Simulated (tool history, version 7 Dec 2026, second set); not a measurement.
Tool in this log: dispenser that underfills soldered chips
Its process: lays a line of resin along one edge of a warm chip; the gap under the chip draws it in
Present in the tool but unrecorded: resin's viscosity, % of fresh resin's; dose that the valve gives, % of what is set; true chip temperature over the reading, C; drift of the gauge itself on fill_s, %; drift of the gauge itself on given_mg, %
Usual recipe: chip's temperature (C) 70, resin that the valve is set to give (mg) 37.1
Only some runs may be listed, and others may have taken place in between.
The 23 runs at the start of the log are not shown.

| run | hour | chip's temperature (C) | resin that the valve is set to give (mg) | hours of work since the syringe was changed | hours of work since the valve was cleaned | hours of work since the stage was calibrated | time until the resin shows at the far edge (s) | resin that the valve gave (mg) |
|---|---|---|---|---|---|---|---|---|
|  | 151.2 | new syringe of resin |
| 24 | 156.5 | 76 | 34.6 | 3 | 76 | 145 | 113.2 | 33.09 |
| 25 | 162.5 | 76 | 34.6 | 7 | 80 | 149 | 137.1 | 33.03 |
|  | 163.9 | new syringe of resin |
| 26 | 166.9 | 76 | 44.9 | 2 | 83 | 152 | 99.6 | 43.03 |
| 27 | 175.4 | 68 | 34.8 | 7 | 88 | 157 | 206.4 | 33.38 |
|  | 176.5 | new syringe of resin |
| 28 | 184.8 | 58 | 41.9 | 5 | 94 | 163 | 313.4 | 39.66 |
|  | 189.5 | new syringe of resin |
| 29 | 194.1 | 59 | 37.1 | 3 | 100 | 169 | 268.6 | 35.41 |
| 30 | 199.9 | 59 | 37.1 | 7 | 103 | 172 | 317.2 | 35.49 |
|  | 202.4 | new syringe of resin |
|  | 204.1 | dispensing valve cleaned and set on the balance |
| 31 | 209.2 | 63 | 40.6 | 4 | 3 | 178 | 213.0 | 40.48 |
| 32 | 214.6 | 59 | 34.0 | 7 | 7 | 181 | 332.9 | 34.03 |
|  | 216.3 | new syringe of resin |
| 33 | 224.0 | 67 | 39.5 | 5 | 12 | 187 | 182.2 | 39.25 |
| 34 | 228.2 | 67 | 39.5 | 8 | 15 | 189 | 204.2 | 39.23 |

Here are 4 independent what-if runs from the current tool condition. What would each one return?
|  | 229.0 | new syringe of resin |
| A | 232.4 | 83 | 42.8 | 2 | 18 | 192 | ? | ? |
|  | 229.0 | new syringe of resin |
| B | 232.4 | 65 | 39.5 | 2 | 18 | 192 | ? | ? |
|  | 229.0 | new syringe of resin |
| C | 232.4 | 75 | 39.7 | 2 | 18 | 192 | ? | ? |
|  | 229.0 | new syringe of resin |
| D | 232.4 | 78 | 33.9 | 2 | 18 | 192 | ? | ? |

| run | time until the resin shows at the far edge (s) | resin that the valve gave (mg) |
|---|---|---|
| A | 70.2 | 42.15 |
| B | 180.7 | 39.19 |
| C | 106.2 | 39.32 |
| D | 92.9 | 33.43 |
Take away the tool's hidden state, keep each run's random variation, and the runs would have read:
| run | time until the resin shows at the far edge (s) | resin that the valve gave (mg) |
|---|---|---|
| A | 62.9 | 42.59 |
| B | 161.7 | 39.60 |
| C | 95.1 | 39.73 |
| D | 83.0 | 33.78 |
